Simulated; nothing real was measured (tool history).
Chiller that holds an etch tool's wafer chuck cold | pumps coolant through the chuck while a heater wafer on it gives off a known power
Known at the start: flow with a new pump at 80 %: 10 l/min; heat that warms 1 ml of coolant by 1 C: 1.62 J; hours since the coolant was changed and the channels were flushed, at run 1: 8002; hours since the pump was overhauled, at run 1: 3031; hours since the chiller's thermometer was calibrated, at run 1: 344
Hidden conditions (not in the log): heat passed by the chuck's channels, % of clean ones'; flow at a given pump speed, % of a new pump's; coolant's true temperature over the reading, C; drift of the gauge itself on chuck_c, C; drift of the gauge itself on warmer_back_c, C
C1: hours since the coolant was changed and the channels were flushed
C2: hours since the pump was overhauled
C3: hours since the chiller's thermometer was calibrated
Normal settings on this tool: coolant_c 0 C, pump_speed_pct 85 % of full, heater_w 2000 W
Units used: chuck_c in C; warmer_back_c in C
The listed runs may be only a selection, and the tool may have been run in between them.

run 1 hour=0.0 | coolant_c=0 pump_speed_pct=85 heater_w=2000 | C1=8002 C2=3031 C3=344 | chuck_c=17.7 warmer_back_c=7.12
run 2 hour=109.8 | coolant_c=0 pump_speed_pct=85 heater_w=2000 | C1=8112 C2=3141 C3=454 | chuck_c=17.3 warmer_back_c=7.13
run 3 hour=233.2 | coolant_c=8 pump_speed_pct=85 heater_w=2000 | C1=8235 C2=3264 C3=577 | chuck_c=25.5 warmer_back_c=7.19
run 4 hour=330.1 | coolant_c=0 pump_speed_pct=85 heater_w=1598 | C1=8332 C2=3361 C3=674 | chuck_c=14.0 warmer_back_c=5.69
run 5 hour=454.1 | coolant_c=0 pump_speed_pct=85 heater_w=2000 | C1=8456 C2=3485 C3=798 | chuck_c=17.7 warmer_back_c=7.15
run 6 hour=583.5 | coolant_c=0 pump_speed_pct=85 heater_w=2000 | C1=8585 C2=3614 C3=928 | chuck_c=17.9 warmer_back_c=7.23
run 7 hour=737.5 | coolant_c=0 pump_speed_pct=85 heater_w=2000 | C1=8739 C2=3768 C3=1082 | chuck_c=18.0 warmer_back_c=7.15
run 8 hour=862.0 | coolant_c=0 pump_speed_pct=85 heater_w=2000 | C1=8864 C2=3893 C3=1206 | chuck_c=17.9 warmer_back_c=7.14
run 9 hour=963.1 | coolant_c=0 pump_speed_pct=85 heater_w=2000 | C1=8965 C2=3994 C3=1307 | chuck_c=18.1 warmer_back_c=7.20
run 10 hour=1062.6 | coolant_c=0 pump_speed_pct=85 heater_w=2000 | C1=9065 C2=4093 C3=1407 | chuck_c=18.0 warmer_back_c=7.24
run 11 hour=1202.7 | coolant_c=0 pump_speed_pct=85 heater_w=2000 | C1=9205 C2=4233 C3=1547 | chuck_c=18.1 warmer_back_c=7.17
run 12 hour=1324.5 | coolant_c=0 pump_speed_pct=85 heater_w=2000 | C1=9326 C2=4355 C3=1669 | chuck_c=18.2 warmer_back_c=7.21
run 13 hour=1465.0 | coolant_c=0 pump_speed_pct=85 heater_w=2000 | C1=9467 C2=4496 C3=1809 | chuck_c=18.1 warmer_back_c=7.25
run 14 hour=1562.0 | coolant_c=0 pump_speed_pct=85 heater_w=2000 | C1=9564 C2=4593 C3=1906 | chuck_c=18.1 warmer_back_c=7.18
run 15 hour=1645.0 | coolant_c=0 pump_speed_pct=85 heater_w=2000 | C1=9647 C2=4676 C3=1989 | chuck_c=18.3 warmer_back_c=7.15
run 16 hour=1740.0 | coolant_c=0 pump_speed_pct=85 heater_w=2000 | C1=9742 C2=4771 C3=2084 | chuck_c=18.4 warmer_back_c=7.24
run 17 hour=1817.0 | coolant_c=-2 pump_speed_pct=85 heater_w=1851 | C1=9819 C2=4848 C3=2161 | chuck_c=15.1 warmer_back_c=6.69
run 18 hour=1881.7 | coolant_c=-2 pump_speed_pct=85 heater_w=2448 | C1=9884 C2=4913 C3=2226 | chuck_c=20.6 warmer_back_c=8.89
run 19 hour=1991.5 | coolant_c=-2 pump_speed_pct=85 heater_w=2448 | C1=9994 C2=5022 C3=2336 | chuck_c=20.5 warmer_back_c=8.88
run 20 hour=2069.5 | coolant_c=-10 pump_speed_pct=61 heater_w=2448 | C1=10072 C2=5100 C3=2414 | chuck_c=19.2 warmer_back_c=12.85
run 21 hour=2134.3 | coolant_c=-1 pump_speed_pct=87 heater_w=2448 | C1=10136 C2=5165 C3=2479 | chuck_c=21.1 warmer_back_c=8.62
-- hour=2171.3 coolant changed, channels flushed
run 22 hour=2254.8 | coolant_c=-1 pump_speed_pct=82 heater_w=2448 | C1=83 C2=5280 C3=2593 | chuck_c=19.1 warmer_back_c=9.24
run 23 hour=2326.6 | coolant_c=-4 pump_speed_pct=65 heater_w=1861 | C1=155 C2=5351 C3=2665 | chuck_c=14.8 warmer_back_c=9.13
run 24 hour=2473.2 | coolant_c=-7 pump_speed_pct=85 heater_w=1715 | C1=302 C2=5498 C3=2811 | chuck_c=7.0 warmer_back_c=6.21
run 25 hour=2614.3 | coolant_c=0 pump_speed_pct=61 heater_w=2000 | C1=443 C2=5639 C3=2953 | chuck_c=21.4 warmer_back_c=10.59
run 26 hour=2681.9 | coolant_c=0 pump_speed_pct=61 heater_w=2000 | C1=511 C2=5707 C3=3020 | chuck_c=21.3 warmer_back_c=10.56
run 27 hour=2811.1 | coolant_c=-5 pump_speed_pct=81 heater_w=2912 | C1=640 C2=5836 C3=3149 | chuck_c=19.8 warmer_back_c=11.18
run 28 hour=2896.2 | coolant_c=-5 pump_speed_pct=81 heater_w=2912 | C1=725 C2=5921 C3=3234 | chuck_c=19.8 warmer_back_c=11.31
run 29 hour=3035.0 | coolant_c=5 pump_speed_pct=84 heater_w=1632 | C1=864 C2=6060 C3=3373 | chuck_c=18.7 warmer_back_c=6.12
run 30 hour=3168.1 | coolant_c=-3 pump_speed_pct=89 heater_w=1632 | C1=997 C2=6193 C3=3506 | chuck_c=10.2 warmer_back_c=5.67
run 31 hour=3232.1 | coolant_c=0 pump_speed_pct=85 heater_w=2901 | C1=1061 C2=6257 C3=3570 | chuck_c=24.1 warmer_back_c=10.63
run 32 hour=3298.1 | coolant_c=10 pump_speed_pct=75 heater_w=2901 | C1=1127 C2=6323 C3=3636 | chuck_c=36.6 warmer_back_c=12.29

Below are 4 alternative next runs, each starting from the tool's condition after run 32. Predict each:
run A hour=3435.4 | coolant_c=-4 pump_speed_pct=72 heater_w=2901 | C1=1264 C2=6460 C3=3774 | chuck_c=? warmer_back_c=?
run B hour=3435.4 | coolant_c=-9 pump_speed_pct=71 heater_w=1487 | C1=1264 C2=6460 C3=3774 | chuck_c=? warmer_back_c=?
run C hour=3435.4 | coolant_c=0 pump_speed_pct=85 heater_w=2497 | C1=1264 C2=6460 C3=3774 | chuck_c=? warmer_back_c=?
run D hour=3435.4 | coolant_c=0 pump_speed_pct=85 heater_w=2476 | C1=1264 C2=6460 C3=3774 | chuck_c=? warmer_back_c=?

run=A chuck_c=23.5 warmer_back_c=12.97
run=B chuck_c=5.5 warmer_back_c=6.68
run=C chuck_c=20.8 warmer_back_c=9.21
run=D chuck_c=20.6 warmer_back_c=9.13
The same runs, with their run-to-run variation unchanged, on a tool lacking any hidden condition would have given:
run=A chuck_c=21.5 warmer_back_c=12.19
run=B chuck_c=4.2 warmer_back_c=6.28
run=C chuck_c=19.1 warmer_back_c=8.65
run=D chuck_c=19.0 warmer_back_c=8.58
